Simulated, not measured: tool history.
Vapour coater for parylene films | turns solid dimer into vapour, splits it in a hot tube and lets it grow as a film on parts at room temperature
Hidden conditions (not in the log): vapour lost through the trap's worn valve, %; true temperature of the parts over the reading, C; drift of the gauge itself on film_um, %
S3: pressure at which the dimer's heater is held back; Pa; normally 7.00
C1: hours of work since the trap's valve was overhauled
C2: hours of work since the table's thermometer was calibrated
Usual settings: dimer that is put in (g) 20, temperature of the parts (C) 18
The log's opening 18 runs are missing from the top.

Run 19, hour 265.8: usual settings; C1 182; C2 601. Result: thickness of the film (nm) 3340.
Run 20, hour 283.4: usual settings; C1 193; C2 612. Result: thickness of the film (nm) 3410.
Run 21, hour 303.1: usual settings; C1 204; C2 623. Result: thickness of the film (nm) 3440.
Run 22, hour 324.0: usual settings; C1 216; C2 635. Result: thickness of the film (nm) 3390.
Run 23, hour 336.9: usual settings; C1 224; C2 643. Result: thickness of the film (nm) 3390.
Run 24, hour 355.6: usual settings but temperature of the parts (C) 20, S3 3.54 Pa; C1 235; C2 654. Result: thickness of the film (nm) 3820.
Run 25, hour 368.6: usual settings but dimer that is put in (g) 10, temperature of the parts (C) 20, S3 2.88 Pa; C1 242; C2 661. Result: thickness of the film (nm) 2010.
Run 26, hour 389.8: usual settings but dimer that is put in (g) 10, temperature of the parts (C) 14, S3 2.88 Pa; C1 255; C2 674. Result: thickness of the film (nm) 2290.
At hour 402.8: trap's valve overhauled.
Run 27, hour 414.4: usual settings but dimer that is put in (g) 10, temperature of the parts (C) 14, S3 2.88 Pa; C1 7; C2 686. Result: thickness of the film (nm) 2300.
Run 28, hour 426.2: usual settings but dimer that is put in (g) 10, temperature of the parts (C) 11, S3 3.63 Pa; C1 14; C2 693. Result: thickness of the film (nm) 2330.
Run 29, hour 435.0: usual settings but dimer that is put in (g) 10, temperature of the parts (C) 11, S3 3.63 Pa; C1 19; C2 698. Result: thickness of the film (nm) 2310.
Run 30, hour 446.2: usual settings but dimer that is put in (g) 24, temperature of the parts (C) 16, S3 3.63 Pa; C1 25; C2 704. Result: thickness of the film (nm) 4990.
Run 31, hour 455.8: usual settings but dimer that is put in (g) 23, temperature of the parts (C) 16, S3 2.35 Pa; C1 31; C2 710. Result: thickness of the film (nm) 5300.
Run 32, hour 467.9: usual settings but dimer that is put in (g) 23, S3 6.76 Pa; C1 38; C2 717. Result: thickness of the film (nm) 3930.
Run 33, hour 483.2: usual settings but dimer that is put in (g) 16, temperature of the parts (C) 28; C1 47; C2 726. Result: thickness of the film (nm) 2180.
Run 34, hour 494.5: usual settings but dimer that is put in (g) 16, temperature of the parts (C) 28; C1 54; C2 733. Result: thickness of the film (nm) 2170.
Run 35, hour 507.9: usual settings but dimer that is put in (g) 8, temperature of the parts (C) 23, S3 2.58 Pa; C1 62; C2 741. Result: thickness of the film (nm) 1520.
Run 36, hour 522.7: usual settings but dimer that is put in (g) 8, temperature of the parts (C) 23, S3 2.58 Pa; C1 70; C2 749. Result: thickness of the film (nm) 1530.
Run 37, hour 531.7: usual settings but dimer that is put in (g) 8, temperature of the parts (C) 23, S3 2.58 Pa; C1 75; C2 754. Result: thickness of the film (nm) 1560.
Run 38, hour 542.9: usual settings but dimer that is put in (g) 24, S3 3.84 Pa; C1 82; C2 761. Result: thickness of the film (nm) 4660.

Run 39 is up next; what results do you expect?
Run 39, hour 562.5: usual settings but dimer that is put in (g) 11, temperature of the parts (C) 19; C1 93; C2 772. Result: thickness of the film (nm) ?.

{"run 39": {"thickness of the film (nm)": 1860}}
Without the tool's hidden state the same run would have given thickness of the film (nm) 1860.
